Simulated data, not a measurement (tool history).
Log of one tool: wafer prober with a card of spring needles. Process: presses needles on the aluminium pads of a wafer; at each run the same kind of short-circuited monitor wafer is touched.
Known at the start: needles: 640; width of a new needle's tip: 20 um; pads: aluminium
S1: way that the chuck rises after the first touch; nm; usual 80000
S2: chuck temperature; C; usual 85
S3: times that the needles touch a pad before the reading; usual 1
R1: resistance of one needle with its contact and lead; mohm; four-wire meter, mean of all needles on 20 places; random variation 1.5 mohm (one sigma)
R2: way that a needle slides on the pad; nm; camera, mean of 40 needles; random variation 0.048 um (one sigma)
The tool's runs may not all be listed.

{"run": 1, "hour": 0.0, "S1": 80000, "S2": 85, "S3": 1, "R1": 143, "R2": 17820}
{"hour": 25.0, "done": "tips cleaned on abrasive film"}
{"hour": 56.1, "done": "tips cleaned on abrasive film"}
{"run": 2, "hour": 62.7, "S1": 80000, "S2": 85, "S3": 1, "R1": 141, "R2": 17740}
{"hour": 86.3, "done": "tips cleaned on abrasive film"}
{"hour": 112.9, "done": "tips cleaned on abrasive film"}
{"run": 3, "hour": 113.9, "S1": 80000, "S2": 85, "S3": 1, "R1": 145, "R2": 17810}
{"hour": 140.2, "done": "tips cleaned on abrasive film"}
{"run": 4, "hour": 152.1, "S1": 80000, "S2": 85, "S3": 1, "R1": 140, "R2": 17780}
{"hour": 170.4, "done": "tips cleaned on abrasive film"}
{"hour": 195.2, "done": "height of the first contact set anew"}
{"hour": 198.6, "done": "tips cleaned on abrasive film"}
{"run": 5, "hour": 213.2, "S1": 80000, "S2": 85, "S3": 1, "R1": 142, "R2": 17750}
{"hour": 226.9, "done": "tips cleaned on abrasive film"}
{"hour": 259.0, "done": "tips cleaned on abrasive film"}
{"run": 6, "hour": 271.9, "S1": 80000, "S2": 85, "S3": 1, "R1": 143, "R2": 17820}
{"hour": 290.7, "done": "tips cleaned on abrasive film"}
{"hour": 319.1, "done": "tips cleaned on abrasive film"}
{"run": 7, "hour": 331.3, "S1": 80000, "S2": 85, "S3": 1, "R1": 140, "R2": 17870}
{"hour": 349.5, "done": "tips cleaned on abrasive film"}
{"hour": 376.0, "done": "tips cleaned on abrasive film"}
{"run": 8, "hour": 379.0, "S1": 80000, "S2": 85, "S3": 1, "R1": 145, "R2": 17820}
{"hour": 403.6, "done": "tips cleaned on abrasive film"}
{"run": 9, "hour": 426.6, "S1": 80000, "S2": 85, "S3": 1, "R1": 140, "R2": 17840}
{"hour": 430.7, "done": "tips cleaned on abrasive film"}
{"hour": 458.8, "done": "tips cleaned on abrasive film"}
{"run": 10, "hour": 468.1, "S1": 80000, "S2": 85, "S3": 1, "R1": 141, "R2": 17880}
{"hour": 489.4, "done": "tips cleaned on abrasive film"}
{"run": 11, "hour": 513.5, "S1": 80000, "S2": 85, "S3": 3, "R1": 140, "R2": 17870}
{"hour": 517.3, "done": "tips cleaned on abrasive film"}
{"hour": 544.4, "done": "tips cleaned on abrasive film"}
{"run": 12, "hour": 561.7, "S1": 80000, "S2": 85, "S3": 3, "R1": 143, "R2": 17780}
{"hour": 574.2, "done": "tips cleaned on abrasive film"}
{"hour": 601.7, "done": "tips cleaned on abrasive film"}
{"run": 13, "hour": 605.4, "S1": 80000, "S2": 85, "S3": 3, "R1": 144, "R2": 17850}
{"hour": 630.5, "done": "tips cleaned on abrasive film"}
{"run": 14, "hour": 632.6, "S1": 80000, "S2": 85, "S3": 3, "R1": 141, "R2": 17800}
{"hour": 660.7, "done": "tips cleaned on abrasive film"}
{"hour": 687.7, "done": "tips cleaned on abrasive film"}
{"run": 15, "hour": 687.7, "S1": 80000, "S2": 56, "S3": 1, "R1": 137, "R2": 17760}
{"hour": 715.7, "done": "tips cleaned on abrasive film"}
{"hour": 742.5, "done": "tips cleaned on abrasive film"}
{"run": 16, "hour": 747.7, "S1": 80000, "S2": 56, "S3": 1, "R1": 138, "R2": 17760}
{"hour": 771.3, "done": "tips cleaned on abrasive film"}
{"hour": 801.8, "done": "tips cleaned on abrasive film"}
{"run": 17, "hour": 805.8, "S1": 80000, "S2": 56, "S3": 1, "R1": 138, "R2": 17820}
{"hour": 832.6, "done": "tips cleaned on abrasive film"}
{"hour": 859.4, "done": "tips cleaned on abrasive film"}
{"run": 18, "hour": 859.4, "S1": 80000, "S2": 85, "S3": 1, "R1": 144, "R2": 17860}
{"hour": 887.5, "done": "tips cleaned on abrasive film"}
{"run": 19, "hour": 898.9, "S1": 80000, "S2": 85, "S3": 1, "R1": 141, "R2": 17850}
{"hour": 916.1, "done": "tips cleaned on abrasive film"}
{"hour": 942.7, "done": "tips cleaned on abrasive film"}
{"run": 20, "hour": 947.9, "S1": 66000, "S2": 45, "S3": 1, "R1": 138, "R2": 14800}
{"hour": 971.5, "done": "tips cleaned on abrasive film"}
{"run": 21, "hour": 988.9, "S1": 66000, "S2": 45, "S3": 1, "R1": 137, "R2": 14710}
{"hour": 999.6, "done": "tips cleaned on abrasive film"}
{"hour": 1027.8, "done": "tips cleaned on abrasive film"}
{"run": 22, "hour": 1043.0, "S1": 80000, "S2": 35, "S3": 2, "R1": 137, "R2": 17870}
{"hour": 1058.7, "done": "tips cleaned on abrasive film"}
{"run": 23, "hour": 1075.7, "S1": 80000, "S2": 35, "S3": 2, "R1": 135, "R2": 17790}
{"hour": 1087.2, "done": "tips cleaned on abrasive film"}
{"hour": 1117.7, "done": "tips cleaned on abrasive film"}
{"run": 24, "hour": 1134.5, "S1": 80000, "S2": 35, "S3": 2, "R1": 134, "R2": 17770}
{"hour": 1144.7, "done": "tips cleaned on abrasive film"}
{"run": 25, "hour": 1167.9, "S1": 65000, "S2": 55, "S3": 2, "R1": 139, "R2": 14480}
{"hour": 1171.9, "done": "tips cleaned on abrasive film"}
{"hour": 1202.0, "done": "tips cleaned on abrasive film"}
{"run": 26, "hour": 1224.0, "S1": 80000, "S2": 114, "S3": 2, "R1": 147, "R2": 17800}
{"hour": 1229.6, "done": "tips cleaned on abrasive film"}
{"hour": 1258.1, "done": "tips cleaned on abrasive film"}
{"run": 27, "hour": 1279.8, "S1": 97000, "S2": 35, "S3": 3, "R1": 133, "R2": 21620}
{"hour": 1285.8, "done": "tips cleaned on abrasive film"}
{"hour": 1315.7, "done": "tips cleaned on abrasive film"}
{"run": 28, "hour": 1317.0, "S1": 97000, "S2": 35, "S3": 3, "R1": 134, "R2": 21620}

4 ways to go on from here, each from the tool as it stands after run 28. What would each give?
{"hour": 1345.1, "done": "tips cleaned on abrasive film"}
{"hour": 1373.0, "done": "tips cleaned on abrasive film"}
{"run": "A", "hour": 1379.1, "S1": 97000, "S2": 27, "S3": 1, "R1": "?", "R2": "?"}
{"hour": 1345.1, "done": "tips cleaned on abrasive film"}
{"hour": 1373.0, "done": "tips cleaned on abrasive film"}
{"run": "B", "hour": 1379.1, "S1": 93000, "S2": 100, "S3": 1, "R1": "?", "R2": "?"}
{"hour": 1345.1, "done": "tips cleaned on abrasive film"}
{"hour": 1373.0, "done": "tips cleaned on abrasive film"}
{"run": "C", "hour": 1379.1, "S1": 80000, "S2": 85, "S3": 2, "R1": "?", "R2": "?"}
{"hour": 1345.1, "done": "tips cleaned on abrasive film"}
{"hour": 1373.0, "done": "tips cleaned on abrasive film"}
{"run": "D", "hour": 1379.1, "S1": 64000, "S2": 85, "S3": 1, "R1": "?", "R2": "?"}

run=A R1=132 R2=21600
run=B R1=141 R2=20800
run=C R1=141 R2=17770
run=D R1=146 R2=14230
Without the tool's hidden state the same runs would have given:
run=A R1=132 R2=21600
run=B R1=141 R2=20800
run=C R1=141 R2=17770
run=D R1=146 R2=14240
